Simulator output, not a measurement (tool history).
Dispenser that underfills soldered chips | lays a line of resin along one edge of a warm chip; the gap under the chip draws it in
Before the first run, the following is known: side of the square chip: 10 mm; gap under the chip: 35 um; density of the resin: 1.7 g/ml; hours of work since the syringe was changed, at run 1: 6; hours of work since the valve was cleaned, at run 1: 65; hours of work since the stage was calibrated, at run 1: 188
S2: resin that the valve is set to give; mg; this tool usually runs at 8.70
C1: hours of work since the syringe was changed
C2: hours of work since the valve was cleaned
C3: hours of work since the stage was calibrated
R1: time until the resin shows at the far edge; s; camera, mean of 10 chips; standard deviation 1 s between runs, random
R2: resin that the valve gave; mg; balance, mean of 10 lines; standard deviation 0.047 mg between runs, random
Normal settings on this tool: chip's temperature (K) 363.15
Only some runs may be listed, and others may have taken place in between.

Run 1, hour 0.0: usual settings; C1 6; C2 65; C3 188. Result: R1 147.7 s, R2 8.38 mg.
At hour 1.1: new syringe of resin.
Run 2, hour 3.3: usual settings; C1 2; C2 67; C3 190. Result: R1 105.0 s, R2 8.19 mg.
Run 3, hour 6.4: usual settings; C1 4; C2 70; C3 192. Result: R1 121.4 s, R2 8.22 mg.
At hour 10.5: new syringe of resin.
Run 4, hour 12.8: usual settings but chip's temperature (K) 375.15; C1 2; C2 74; C3 197. Result: R1 74.8 s, R2 8.26 mg.
Run 5, hour 16.2: usual settings but chip's temperature (K) 375.15; C1 4; C2 77; C3 200. Result: R1 90.5 s, R2 8.26 mg.
At hour 20.1: new syringe of resin.
Run 6, hour 21.0: usual settings but chip's temperature (K) 375.15; C1 1; C2 80; C3 203. Result: R1 67.8 s, R2 8.24 mg.
Run 7, hour 26.8: usual settings; C1 5; C2 85; C3 207. Result: R1 131.1 s, R2 8.29 mg.
At hour 29.6: new syringe of resin.
Run 8, hour 32.4: usual settings but S2 9.30 mg; C1 2; C2 88; C3 211. Result: R1 108.1 s, R2 8.66 mg.
Run 9, hour 37.8: usual settings but chip's temperature (K) 371.15, S2 9.30 mg; C1 6; C2 93; C3 215. Result: R1 113.9 s, R2 8.76 mg.
At hour 39.1: new syringe of resin.
Run 10, hour 42.8: usual settings but chip's temperature (K) 371.15, S2 9.30 mg; C1 3; C2 96; C3 219. Result: R1 89.4 s, R2 8.70 mg.
Run 11, hour 46.1: usual settings but chip's temperature (K) 371.15, S2 9.30 mg; C1 5; C2 99; C3 221. Result: R1 108.3 s, R2 8.69 mg.
At hour 48.5: new syringe of resin.
Run 12, hour 52.7: usual settings but chip's temperature (K) 371.15, S2 9.30 mg; C1 3; C2 103; C3 226. Result: R1 93.4 s, R2 8.67 mg.
Run 13, hour 57.5: usual settings but chip's temperature (K) 371.15, S2 9.30 mg; C1 7; C2 107; C3 230. Result: R1 122.5 s, R2 8.64 mg.
At hour 58.3: new syringe of resin.
Run 14, hour 64.3: usual settings but S2 8.32 mg; C1 5; C2 112; C3 234. Result: R1 129.3 s, R2 7.69 mg.
At hour 67.9: new syringe of resin.
Run 15, hour 68.3: usual settings but S2 8.32 mg; C1 0; C2 114; C3 237. Result: R1 99.5 s, R2 7.70 mg.
Run 16, hour 73.9: usual settings; C1 4; C2 119; C3 241. Result: R1 132.7 s, R2 8.04 mg.
At hour 77.4: new syringe of resin.
Run 17, hour 78.7: usual settings but chip's temperature (K) 362.15, S2 7.72 mg; C1 1; C2 122; C3 245. Result: R1 109.2 s, R2 7.08 mg.
At hour 81.6: dispensing valve cleaned and set on the balance.
Run 18, hour 83.7: usual settings but chip's temperature (K) 373.15, S2 7.96 mg; C1 4; C2 2; C3 248. Result: R1 94.1 s, R2 8.00 mg.
At hour 87.9: new syringe of resin.
Run 19, hour 90.1: usual settings but chip's temperature (K) 373.15, S2 7.96 mg; C1 2; C2 6; C3 252. Result: R1 78.1 s, R2 7.88 mg.

Predict the results of run 20:
Run 20, hour 96.4: usual settings but chip's temperature (K) 373.15, S2 7.96 mg; C1 6; C2 11; C3 257. Result: R1 ?, R2 ?.

R1: 109.5 s
R2: 7.95 mg
With the hidden condition absent and the run-to-run variation left alone, this run would have shown R1 73.0 s, R2 7.98 mg.
